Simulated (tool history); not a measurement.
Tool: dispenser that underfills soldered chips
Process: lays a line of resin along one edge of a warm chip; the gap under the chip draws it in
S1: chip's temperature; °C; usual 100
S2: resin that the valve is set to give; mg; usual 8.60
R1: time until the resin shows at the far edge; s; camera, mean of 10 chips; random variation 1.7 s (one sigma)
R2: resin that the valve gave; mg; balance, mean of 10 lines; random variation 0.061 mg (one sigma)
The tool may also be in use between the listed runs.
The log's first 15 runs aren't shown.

-- hour=144.0 new syringe of resin
run 16 hour=154.2 | S1=86 S2=8.72 | R1=374.0 R2=8.58
-- hour=159.3 new syringe of resin
run 17 hour=168.3 | S1=86 S2=8.72 | R1=360.4 R2=8.34
-- hour=174.1 new syringe of resin
run 18 hour=176.4 | S1=100 S2=8.60 | R1=176.4 R2=8.16
run 19 hour=184.0 | S1=100 S2=10.29 | R1=209.9 R2=9.80
-- hour=188.9 new syringe of resin
run 20 hour=191.4 | S1=89 S2=10.12 | R1=265.5 R2=9.62
run 21 hour=199.2 | S1=100 S2=9.22 | R1=218.0 R2=8.70
-- hour=203.7 new syringe of resin
run 22 hour=206.8 | S1=100 S2=9.22 | R1=176.2 R2=8.55
run 23 hour=217.9 | S1=92 S2=8.57 | R1=333.3 R2=8.12
-- hour=219.4 new syringe of resin
run 24 hour=228.5 | S1=106 S2=9.49 | R1=167.4 R2=8.70
-- hour=234.6 new syringe of resin
-- hour=239.9 dispensing valve cleaned and set on the balance
run 25 hour=241.1 | S1=85 S2=7.89 | R1=341.4 R2=7.90
run 26 hour=246.9 | S1=85 S2=7.89 | R1=403.7 R2=7.79
-- hour=251.0 new syringe of resin
run 27 hour=256.1 | S1=113 S2=8.60 | R1=116.4 R2=8.60
-- hour=265.8 new syringe of resin
run 28 hour=266.9 | S1=102 S2=8.60 | R1=151.1 R2=8.43
run 29 hour=276.4 | S1=91 S2=8.92 | R1=301.7 R2=8.65

Forecast run 30:
-- hour=281.1 new syringe of resin
run 30 hour=287.7 | S1=91 S2=8.92 | R1=? R2=?

R1: 272.5 s
R2: 8.64 mg
Without the tool's hidden state the same run would have given R1 229.9 s, R2 8.89 mg.
